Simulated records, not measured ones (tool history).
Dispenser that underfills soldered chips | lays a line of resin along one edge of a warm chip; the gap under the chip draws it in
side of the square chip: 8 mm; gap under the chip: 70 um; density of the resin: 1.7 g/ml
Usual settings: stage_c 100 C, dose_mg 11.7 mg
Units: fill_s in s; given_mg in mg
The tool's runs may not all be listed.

{"run": 1, "day": 0.0, "stage_c": 100, "dose_mg": 11.7, "fill_s": 69.9, "given_mg": 11.68}
{"day": 0.225, "done": "new syringe of resin"}
{"run": 2, "day": 0.383, "stage_c": 100, "dose_mg": 11.7, "fill_s": 51.4, "given_mg": 11.6}
{"day": 0.808, "done": "new syringe of resin"}
{"run": 3, "day": 1.008, "stage_c": 100, "dose_mg": 11.7, "fill_s": 55.4, "given_mg": 11.59}
{"day": 1.404, "done": "new syringe of resin"}
{"run": 4, "day": 1.596, "stage_c": 100, "dose_mg": 14.3, "fill_s": 55.1, "given_mg": 14.04}
{"day": 2.021, "done": "new syringe of resin"}
{"run": 5, "day": 2.279, "stage_c": 100, "dose_mg": 11.7, "fill_s": 59.2, "given_mg": 11.42}
{"run": 6, "day": 2.571, "stage_c": 100, "dose_mg": 11.7, "fill_s": 81.7, "given_mg": 11.4}
{"day": 2.646, "done": "new syringe of resin"}
{"run": 7, "day": 3.029, "stage_c": 100, "dose_mg": 11.7, "fill_s": 67.3, "given_mg": 11.34}
{"day": 3.25, "done": "new syringe of resin"}
{"run": 8, "day": 3.338, "stage_c": 100, "dose_mg": 11.7, "fill_s": 48.8, "given_mg": 11.32}
{"day": 3.442, "done": "dispensing valve cleaned and set on the balance"}
{"day": 3.908, "done": "new syringe of resin"}
{"run": 9, "day": 3.946, "stage_c": 100, "dose_mg": 11.7, "fill_s": 46.2, "given_mg": 11.65}
{"day": 4.492, "done": "new syringe of resin"}
{"run": 10, "day": 4.558, "stage_c": 100, "dose_mg": 11.7, "fill_s": 48.8, "given_mg": 11.64}
{"day": 5.083, "done": "new syringe of resin"}
{"run": 11, "day": 5.083, "stage_c": 100, "dose_mg": 11.7, "fill_s": 44.3, "given_mg": 11.53}
{"run": 12, "day": 5.596, "stage_c": 100, "dose_mg": 11.7, "fill_s": 77.6, "given_mg": 11.51}
{"day": 5.658, "done": "new syringe of resin"}
{"run": 13, "day": 6.192, "stage_c": 100, "dose_mg": 14.6, "fill_s": 78.3, "given_mg": 14.19}
{"day": 6.25, "done": "new syringe of resin"}
{"run": 14, "day": 6.8, "stage_c": 100, "dose_mg": 14.6, "fill_s": 80.8, "given_mg": 14.11}
{"day": 6.862, "done": "new syringe of resin"}
{"day": 6.988, "done": "dispensing valve cleaned and set on the balance"}
{"run": 15, "day": 7.371, "stage_c": 100, "dose_mg": 14.6, "fill_s": 71.9, "given_mg": 14.58}
{"day": 7.488, "done": "new syringe of resin"}
{"run": 16, "day": 7.808, "stage_c": 100, "dose_mg": 11.7, "fill_s": 61.8, "given_mg": 11.74}
{"day": 8.088, "done": "new syringe of resin"}
{"run": 17, "day": 8.217, "stage_c": 100, "dose_mg": 11.7, "fill_s": 49.5, "given_mg": 11.67}
{"day": 8.675, "done": "new syringe of resin"}
{"run": 18, "day": 8.771, "stage_c": 110, "dose_mg": 12.7, "fill_s": 32, "given_mg": 12.51}
{"run": 19, "day": 9.167, "stage_c": 104, "dose_mg": 10, "fill_s": 66.9, "given_mg": 9.86}
{"day": 9.242, "done": "new syringe of resin"}
{"day": 9.812, "done": "new syringe of resin"}
{"run": 20, "day": 9.812, "stage_c": 104, "dose_mg": 10, "fill_s": 36.8, "given_mg": 9.73}
{"run": 21, "day": 10.154, "stage_c": 114, "dose_mg": 12.1, "fill_s": 34.2, "given_mg": 11.76}
{"day": 10.388, "done": "new syringe of resin"}
{"day": 10.529, "done": "dispensing valve cleaned and set on the balance"}
{"run": 22, "day": 10.829, "stage_c": 85, "dose_mg": 13.8, "fill_s": 125.7, "given_mg": 13.82}
{"day": 11.046, "done": "new syringe of resin"}
{"run": 23, "day": 11.308, "stage_c": 110, "dose_mg": 14.9, "fill_s": 37.6, "given_mg": 14.77}
{"day": 11.671, "done": "new syringe of resin"}
{"run": 24, "day": 11.979, "stage_c": 95, "dose_mg": 12.9, "fill_s": 75.6, "given_mg": 12.72}
{"day": 12.258, "done": "new syringe of resin"}
{"run": 25, "day": 12.367, "stage_c": 95, "dose_mg": 12.9, "fill_s": 59, "given_mg": 12.64}
{"day": 12.875, "done": "new syringe of resin"}
{"run": 26, "day": 12.962, "stage_c": 95, "dose_mg": 12.9, "fill_s": 57.7, "given_mg": 12.71}
{"day": 13.471, "done": "new syringe of resin"}
{"run": 27, "day": 13.575, "stage_c": 110, "dose_mg": 12.8, "fill_s": 30.5, "given_mg": 12.43}
{"day": 14.05, "done": "dispensing valve cleaned and set on the balance"}
{"day": 14.112, "done": "new syringe of resin"}
{"run": 28, "day": 14.142, "stage_c": 110, "dose_mg": 12.8, "fill_s": 28.6, "given_mg": 12.86}
{"run": 29, "day": 14.6, "stage_c": 95, "dose_mg": 13.3, "fill_s": 89.5, "given_mg": 13.21}
{"day": 14.708, "done": "new syringe of resin"}
{"run": 30, "day": 15.196, "stage_c": 100, "dose_mg": 14.4, "fill_s": 71.5, "given_mg": 14.32}
{"day": 15.283, "done": "new syringe of resin"}
{"run": 31, "day": 15.633, "stage_c": 110, "dose_mg": 14.5, "fill_s": 40.9, "given_mg": 14.27}
{"day": 15.875, "done": "new syringe of resin"}
{"run": 32, "day": 16.308, "stage_c": 110, "dose_mg": 14.5, "fill_s": 44.1, "given_mg": 14.24}
{"day": 16.471, "done": "new syringe of resin"}
{"run": 33, "day": 16.942, "stage_c": 96, "dose_mg": 11.7, "fill_s": 86.1, "given_mg": 11.39}
{"day": 17.042, "done": "new syringe of resin"}
{"day": 17.592, "done": "dispensing valve cleaned and set on the balance"}
{"run": 34, "day": 17.617, "stage_c": 100, "dose_mg": 10.4, "fill_s": 78.5, "given_mg": 10.39}

Measured less the same run without the tool's hidden state. The same run-to-run variation is in both; the gauge's scatter may not be:
The hidden state here: resin's viscosity, % of fresh resin's; dose that the valve gives, % of what is set; true chip temperature over the reading, C; drift of the gauge itself on fill_s, %; drift of the gauge itself on given_mg, %.
run=1 fill_s=+25.4 given_mg=-0.01
run=2 fill_s=+8.4 given_mg=-0.04
run=3 fill_s=+11.1 given_mg=-0.12
run=4 fill_s=+10.5 given_mg=-0.22
run=5 fill_s=+14.5 given_mg=-0.26
run=6 fill_s=+37.6 given_mg=-0.3
run=7 fill_s=+23.5 given_mg=-0.34
run=8 fill_s=+4.5 given_mg=-0.38
run=9 fill_s=+1.5 given_mg=-0.06
run=10 fill_s=+3.8 given_mg=-0.12
run=11 fill_s=-0.6 given_mg=-0.18
run=12 fill_s=+33.7 given_mg=-0.24
run=13 fill_s=+35.3 given_mg=-0.38
run=14 fill_s=+36.6 given_mg=-0.47
run=15 fill_s=+27.5 given_mg=+0.01
run=16 fill_s=+18.2 given_mg=-0.04
run=17 fill_s=+5.4 given_mg=-0.09
run=18 fill_s=+2.8 given_mg=-0.16
run=19 fill_s=+28 given_mg=-0.16
run=20 fill_s=-1.5 given_mg=-0.22
run=21 fill_s=+10.3 given_mg=-0.31
run=22 fill_s=+41.3 given_mg=+0
run=23 fill_s=+9 given_mg=-0.07
run=24 fill_s=+20.7 given_mg=-0.15
run=25 fill_s=+3.8 given_mg=-0.19
run=26 fill_s=+3.2 given_mg=-0.28
run=27 fill_s=+1.9 given_mg=-0.33
run=28 fill_s=-0.5 given_mg=-0.01
run=29 fill_s=+35.2 given_mg=-0.08
run=30 fill_s=+28.6 given_mg=-0.16
run=31 fill_s=+11.9 given_mg=-0.22
run=32 fill_s=+15.3 given_mg=-0.31
run=33 fill_s=+32.5 given_mg=-0.33
run=34 fill_s=+32.8 given_mg=-0.01

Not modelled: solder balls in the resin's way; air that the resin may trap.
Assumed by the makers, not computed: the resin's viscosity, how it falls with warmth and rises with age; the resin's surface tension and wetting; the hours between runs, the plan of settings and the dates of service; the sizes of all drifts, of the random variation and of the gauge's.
